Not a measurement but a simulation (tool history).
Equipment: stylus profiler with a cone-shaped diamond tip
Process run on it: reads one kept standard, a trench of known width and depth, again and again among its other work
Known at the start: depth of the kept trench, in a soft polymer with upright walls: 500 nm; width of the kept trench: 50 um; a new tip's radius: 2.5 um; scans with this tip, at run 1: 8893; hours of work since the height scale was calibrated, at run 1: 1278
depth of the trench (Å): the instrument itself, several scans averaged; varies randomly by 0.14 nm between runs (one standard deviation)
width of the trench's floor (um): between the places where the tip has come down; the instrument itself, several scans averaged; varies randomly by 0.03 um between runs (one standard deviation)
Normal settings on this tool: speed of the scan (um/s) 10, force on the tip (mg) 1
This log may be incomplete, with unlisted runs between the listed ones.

| run | hour | speed of the scan (um/s) | force on the tip (mg) | scans with this tip | hours of work since the height scale was calibrated | depth of the trench (Å) | width of the trench's floor (um) |
|---|---|---|---|---|---|---|---|
| 1 | 0 | 10 | 1 | 8893 | 1278 | 5042.7 | 46.43 |
| 2 | 51 | 10 | 1 | 9073 | 1304 | 5044.3 | 46.45 |
| 3 | 101.3 | 10 | 1 | 9250 | 1330 | 5045.1 | 46.43 |
| 4 | 140.8 | 10 | 1 | 9389 | 1350 | 5042.2 | 46.42 |
| 5 | 176.7 | 10 | 1 | 9515 | 1368 | 5046.7 | 46.43 |
| 6 | 226.3 | 10 | 1 | 9690 | 1393 | 5047.2 | 46.43 |
| 7 | 269.6 | 26 | 1 | 9843 | 1415 | 5047.7 | 46.28 |
| 8 | 317.2 | 10 | 2.99 | 10011 | 1439 | 5068.1 | 46.41 |
| 9 | 365.4 | 10 | 2.99 | 10180 | 1463 | 5066.1 | 46.4 |
| 10 | 427.5 | 10 | 1 | 10399 | 1495 | 5045.9 | 46.37 |
| 11 | 477.4 | 10 | 1 | 10575 | 1520 | 5049.1 | 46.34 |
| 12 | 535.8 | 10 | 1 | 10780 | 1550 | 5047.3 | 46.37 |
| 13 | 563.9 | 30 | 1 | 10880 | 1564 | 5048.7 | 46.24 |
| 14 | 592.2 | 30 | 1 | 10979 | 1578 | 5050.5 | 46.23 |
| 15 | 630.4 | 30 | 1 | 11114 | 1597 | 5049 | 46.2 |
| 16 | 683.1 | 10 | 1 | 11300 | 1624 | 5051.5 | 46.31 |
| 17 | 743.7 | 10 | 1 | 11513 | 1655 | 5051.5 | 46.36 |
| 18 | 777.9 | 18 | 1 | 11634 | 1672 | 5053 | 46.23 |
| 19 | 812 | 18 | 1 | 11754 | 1689 | 5049.4 | 46.22 |
| 20 | 853.5 | 18 | 0.84 | 11900 | 1710 | 5048.6 | 46.21 |
| 21 | 919 | 32 | 1 | 12131 | 1744 | 5051.2 | 46.09 |
| 22 | 961.1 | 32 | 1 | 12279 | 1765 | 5054.5 | 46.12 |
| 23 | 1007.4 | 32 | 1 | 12442 | 1788 | 5053.8 | 46.06 |
| 24 | 1072.4 | 16 | 0.37 | 12671 | 1821 | 5045.4 | 46.09 |
| 25 | 1135.7 | 8 | 0.39 | 12894 | 1853 | 5045.5 | 46.25 |
| 26 | 1184.9 | 9 | 1 | 13067 | 1878 | 5052.3 | 46.27 |
| 27 | 1224.8 | 8 | 1.18 | 13208 | 1898 | 5058.3 | 46.22 |
| 28 | 1262.3 | 35 | 1.35 | 13340 | 1917 | 5062.2 | 46.05 |
|  | 1267.4 | height scale calibrated on a step standard |
| 29 | 1311.1 | 10 | 0.98 | 13510 | 22 | 5079.1 | 46.22 |
| 30 | 1374.1 | 10 | 0.41 | 13732 | 54 | 5070 | 46.14 |
| 31 | 1411.3 | 10 | 0.41 | 13863 | 73 | 5071.7 | 46.17 |
|  | 1440.3 | height scale calibrated on a step standard, once more |
| 32 | 1443.2 | 17 | 0.35 | 13974 | 1 | 5010.2 | 46.05 |
| 33 | 1486.7 | 17 | 1.87 | 14127 | 24 | 5028.9 | 46.15 |
| 34 | 1518.7 | 9 | 2.97 | 14240 | 40 | 5038 | 46.31 |
| 35 | 1579.3 | 3 | 1.46 | 14453 | 70 | 5025.5 | 46.22 |
| 36 | 1645 | 3 | 1.46 | 14685 | 104 | 5024.7 | 46.25 |
| 37 | 1685.7 | 6 | 0.64 | 14828 | 124 | 5018 | 46.19 |
| 38 | 1749.2 | 6 | 0.64 | 15052 | 156 | 5019 | 46.17 |
| 39 | 1797.2 | 6 | 1.43 | 15221 | 181 | 5025.5 | 46.18 |
| 40 | 1834.9 | 19 | 2.14 | 15354 | 200 | 5036.1 | 46.12 |
| 41 | 1866.9 | 6 | 0.35 | 15466 | 216 | 5013.6 | 46.18 |
| 42 | 1906.7 | 6 | 0.36 | 15606 | 236 | 5014.6 | 46.14 |
| 43 | 1972.3 | 6 | 0.36 | 15838 | 269 | 5015.6 | 46.14 |
| 44 | 2037 | 6 | 1.58 | 16066 | 302 | 5031.6 | 46.11 |
| 45 | 2064.4 | 3 | 1.33 | 16162 | 316 | 5030.3 | 46.16 |

For each entry between runs, how does the tool's hidden state at the last listed run before it compare with that at the first listed run after it?
Run 28 -> run 29: height scale calibrated on a step standard (hour 1267.4)
  radius of the tip, um: 3.64 -> 3.65; height scale over the true one, %: 0.737 -> 1.224
  what was measured, less what the result would be without the hidden state, depth of the trench (Å): +37 -> +61.4; width of the trench's floor (um): -0.68 -> -0.69
Run 31 -> run 32: height scale calibrated on a step standard, once more (hour 1440.3)
  radius of the tip, um: 3.68 -> 3.69; height scale over the true one, %: 1.244 -> 0.001
  what was measured, less what the result would be without the hidden state, depth of the trench (Å): +62.3 -> +0.1; width of the trench's floor (um): -0.7 -> -0.71
